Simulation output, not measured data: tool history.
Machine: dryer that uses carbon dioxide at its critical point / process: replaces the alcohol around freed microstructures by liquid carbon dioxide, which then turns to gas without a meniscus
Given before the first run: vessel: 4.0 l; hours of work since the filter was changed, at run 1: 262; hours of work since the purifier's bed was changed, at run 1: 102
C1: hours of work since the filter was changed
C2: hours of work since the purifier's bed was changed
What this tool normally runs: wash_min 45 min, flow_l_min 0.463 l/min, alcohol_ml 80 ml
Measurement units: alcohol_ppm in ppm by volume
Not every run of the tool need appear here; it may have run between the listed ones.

{"run": 1, "hour": 0.0, "wash_min": 45, "flow_l_min": 0.463, "alcohol_ml": 80, "C1": 262, "C2": 102, "alcohol_ppm": 519}
{"run": 2, "hour": 6.4, "wash_min": 45, "flow_l_min": 0.463, "alcohol_ml": 80, "C1": 265, "C2": 105, "alcohol_ppm": 513}
{"run": 3, "hour": 15.9, "wash_min": 45, "flow_l_min": 0.463, "alcohol_ml": 80, "C1": 270, "C2": 110, "alcohol_ppm": 506}
{"run": 4, "hour": 21.9, "wash_min": 65, "flow_l_min": 0.463, "alcohol_ml": 80, "C1": 274, "C2": 113, "alcohol_ppm": 134}
{"hour": 30.5, "done": "inlet filter changed"}
{"run": 5, "hour": 32.2, "wash_min": 41, "flow_l_min": 0.463, "alcohol_ml": 80, "C1": 1, "C2": 118, "alcohol_ppm": 611}
{"run": 6, "hour": 42.7, "wash_min": 59, "flow_l_min": 0.463, "alcohol_ml": 80, "C1": 7, "C2": 124, "alcohol_ppm": 156}
{"run": 7, "hour": 52.7, "wash_min": 45, "flow_l_min": 0.325, "alcohol_ml": 80, "C1": 12, "C2": 129, "alcohol_ppm": 1302}
{"run": 8, "hour": 62.4, "wash_min": 36, "flow_l_min": 0.463, "alcohol_ml": 80, "C1": 17, "C2": 134, "alcohol_ppm": 927}
{"run": 9, "hour": 67.7, "wash_min": 45, "flow_l_min": 0.463, "alcohol_ml": 80, "C1": 20, "C2": 137, "alcohol_ppm": 455}
{"run": 10, "hour": 78.7, "wash_min": 45, "flow_l_min": 0.463, "alcohol_ml": 80, "C1": 26, "C2": 143, "alcohol_ppm": 454}
{"run": 11, "hour": 86.0, "wash_min": 45, "flow_l_min": 0.463, "alcohol_ml": 80, "C1": 30, "C2": 147, "alcohol_ppm": 459}
{"run": 12, "hour": 93.7, "wash_min": 45, "flow_l_min": 0.463, "alcohol_ml": 80, "C1": 34, "C2": 151, "alcohol_ppm": 457}
{"run": 13, "hour": 101.8, "wash_min": 45, "flow_l_min": 0.463, "alcohol_ml": 80, "C1": 38, "C2": 156, "alcohol_ppm": 465}
{"run": 14, "hour": 110.4, "wash_min": 45, "flow_l_min": 0.463, "alcohol_ml": 80, "C1": 43, "C2": 160, "alcohol_ppm": 469}
{"run": 15, "hour": 115.7, "wash_min": 45, "flow_l_min": 0.463, "alcohol_ml": 80, "C1": 46, "C2": 163, "alcohol_ppm": 477}
{"run": 16, "hour": 122.1, "wash_min": 45, "flow_l_min": 0.463, "alcohol_ml": 80, "C1": 49, "C2": 166, "alcohol_ppm": 459}
{"run": 17, "hour": 130.3, "wash_min": 45, "flow_l_min": 0.472, "alcohol_ml": 80, "C1": 53, "C2": 171, "alcohol_ppm": 451}
{"run": 18, "hour": 138.3, "wash_min": 45, "flow_l_min": 0.472, "alcohol_ml": 80, "C1": 58, "C2": 175, "alcohol_ppm": 440}
{"run": 19, "hour": 143.6, "wash_min": 45, "flow_l_min": 0.472, "alcohol_ml": 80, "C1": 60, "C2": 178, "alcohol_ppm": 435}
{"run": 20, "hour": 150.2, "wash_min": 46, "flow_l_min": 0.29, "alcohol_ml": 80, "C1": 64, "C2": 181, "alcohol_ppm": 1787}
{"run": 21, "hour": 157.4, "wash_min": 35, "flow_l_min": 0.5, "alcohol_ml": 117, "C1": 68, "C2": 185, "alcohol_ppm": 1179}
{"run": 22, "hour": 167.9, "wash_min": 45, "flow_l_min": 0.281, "alcohol_ml": 80, "C1": 73, "C2": 191, "alcohol_ppm": 2047}
{"run": 23, "hour": 173.3, "wash_min": 42, "flow_l_min": 0.388, "alcohol_ml": 80, "C1": 76, "C2": 194, "alcohol_ppm": 1023}
{"run": 24, "hour": 180.1, "wash_min": 53, "flow_l_min": 0.463, "alcohol_ml": 112, "C1": 80, "C2": 197, "alcohol_ppm": 345}
{"run": 25, "hour": 185.6, "wash_min": 53, "flow_l_min": 0.463, "alcohol_ml": 112, "C1": 83, "C2": 200, "alcohol_ppm": 357}
{"run": 26, "hour": 190.8, "wash_min": 57, "flow_l_min": 0.463, "alcohol_ml": 112, "C1": 86, "C2": 203, "alcohol_ppm": 268}
{"run": 27, "hour": 197.5, "wash_min": 45, "flow_l_min": 0.495, "alcohol_ml": 80, "C1": 89, "C2": 207, "alcohol_ppm": 379}
{"run": 28, "hour": 208.3, "wash_min": 40, "flow_l_min": 0.53, "alcohol_ml": 34, "C1": 95, "C2": 212, "alcohol_ppm": 232}
{"run": 29, "hour": 217.0, "wash_min": 45, "flow_l_min": 0.309, "alcohol_ml": 38, "C1": 100, "C2": 217, "alcohol_ppm": 788}
{"run": 30, "hour": 227.9, "wash_min": 45, "flow_l_min": 0.297, "alcohol_ml": 38, "C1": 106, "C2": 223, "alcohol_ppm": 865}
{"run": 31, "hour": 238.5, "wash_min": 68, "flow_l_min": 0.297, "alcohol_ml": 38, "C1": 111, "C2": 229, "alcohol_ppm": 289}
{"run": 32, "hour": 248.7, "wash_min": 45, "flow_l_min": 0.463, "alcohol_ml": 41, "C1": 117, "C2": 234, "alcohol_ppm": 279}
{"run": 33, "hour": 255.4, "wash_min": 54, "flow_l_min": 0.56, "alcohol_ml": 31, "C1": 120, "C2": 238, "alcohol_ppm": 93}
{"run": 34, "hour": 260.7, "wash_min": 70, "flow_l_min": 0.492, "alcohol_ml": 74, "C1": 123, "C2": 241, "alcohol_ppm": 97}
{"run": 35, "hour": 268.9, "wash_min": 30, "flow_l_min": 0.405, "alcohol_ml": 30, "C1": 128, "C2": 245, "alcohol_ppm": 882}
{"run": 36, "hour": 276.5, "wash_min": 45, "flow_l_min": 0.463, "alcohol_ml": 63, "C1": 132, "C2": 249, "alcohol_ppm": 411}
{"run": 37, "hour": 286.9, "wash_min": 45, "flow_l_min": 0.463, "alcohol_ml": 20, "C1": 137, "C2": 255, "alcohol_ppm": 179}
{"run": 38, "hour": 293.5, "wash_min": 59, "flow_l_min": 0.703, "alcohol_ml": 46, "C1": 141, "C2": 258, "alcohol_ppm": 72}

Across each entry between runs, compare the hidden state at the last listed run before it with the hidden state at the first listed run after it:
After run 4, before run 5: inlet filter changed (hour 30.5)
  flow that reaches the vessel past the clogged filter, %: 94.7 -> 99.7; alcohol in the recycled carbon dioxide, ppm: 33.1 -> 34.3
  measured value less the no-hidden-state value, alcohol_ppm: +53 -> +35 ppm by volume
